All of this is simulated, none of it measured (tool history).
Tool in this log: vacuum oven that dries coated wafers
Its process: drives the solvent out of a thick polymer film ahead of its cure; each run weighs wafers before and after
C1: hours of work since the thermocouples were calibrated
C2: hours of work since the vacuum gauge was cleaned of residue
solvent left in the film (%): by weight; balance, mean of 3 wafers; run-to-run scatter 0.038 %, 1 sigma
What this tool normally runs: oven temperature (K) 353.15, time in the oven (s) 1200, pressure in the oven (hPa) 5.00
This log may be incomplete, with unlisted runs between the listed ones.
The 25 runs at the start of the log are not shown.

{"run": 26, "hour": 1502.1, "oven temperature (K)": 346.15, "time in the oven (s)": 1200, "pressure in the oven (hPa)": 3.48, "C1": 168, "C2": 2150, "solvent left in the film (%)": 3.43}
{"run": 27, "hour": 1579.6, "oven temperature (K)": 346.15, "time in the oven (s)": 1200, "pressure in the oven (hPa)": 3.48, "C1": 204, "C2": 2185, "solvent left in the film (%)": 3.5}
{"run": 28, "hour": 1654.5, "oven temperature (K)": 360.15, "time in the oven (s)": 1140, "pressure in the oven (hPa)": 3.48, "C1": 237, "C2": 2219, "solvent left in the film (%)": 1.39}
{"run": 29, "hour": 1707.0, "oven temperature (K)": 344.15, "time in the oven (s)": 1200, "pressure in the oven (hPa)": 12.27, "C1": 261, "C2": 2243, "solvent left in the film (%)": 4.45}
{"run": 30, "hour": 1789.9, "oven temperature (K)": 365.15, "time in the oven (s)": 1020, "pressure in the oven (hPa)": 11.05, "C1": 299, "C2": 2281, "solvent left in the film (%)": 1.31}
{"run": 31, "hour": 1874.8, "oven temperature (K)": 365.15, "time in the oven (s)": 1020, "pressure in the oven (hPa)": 11.05, "C1": 337, "C2": 2319, "solvent left in the film (%)": 1.36}
{"run": 32, "hour": 1956.0, "oven temperature (K)": 365.15, "time in the oven (s)": 1020, "pressure in the oven (hPa)": 11.05, "C1": 374, "C2": 2356, "solvent left in the film (%)": 1.35}
{"run": 33, "hour": 2031.5, "oven temperature (K)": 341.15, "time in the oven (s)": 1200, "pressure in the oven (hPa)": 11.38, "C1": 408, "C2": 2390, "solvent left in the film (%)": 5.06}
{"hour": 2095.0, "done": "vacuum gauge cleaned of residue and calibrated"}
{"run": 34, "hour": 2118.0, "oven temperature (K)": 351.15, "time in the oven (s)": 960, "pressure in the oven (hPa)": 5.0, "C1": 446, "C2": 10, "solvent left in the film (%)": 3.09}
{"run": 35, "hour": 2157.7, "oven temperature (K)": 347.15, "time in the oven (s)": 1440, "pressure in the oven (hPa)": 5.0, "C1": 464, "C2": 28, "solvent left in the film (%)": 2.3}
{"run": 36, "hour": 2214.0, "oven temperature (K)": 347.15, "time in the oven (s)": 1440, "pressure in the oven (hPa)": 5.0, "C1": 490, "C2": 54, "solvent left in the film (%)": 2.43}

Forecast run 37:
{"run": 37, "hour": 2286.4, "oven temperature (K)": 363.15, "time in the oven (s)": 660, "pressure in the oven (hPa)": 14.1, "C1": 523, "C2": 87, "solvent left in the film (%)": "?"}

{"run 37": {"solvent left in the film (%)": 2.74}}
With no hidden state in the tool, this same run would have given solvent left in the film (%) 2.69.
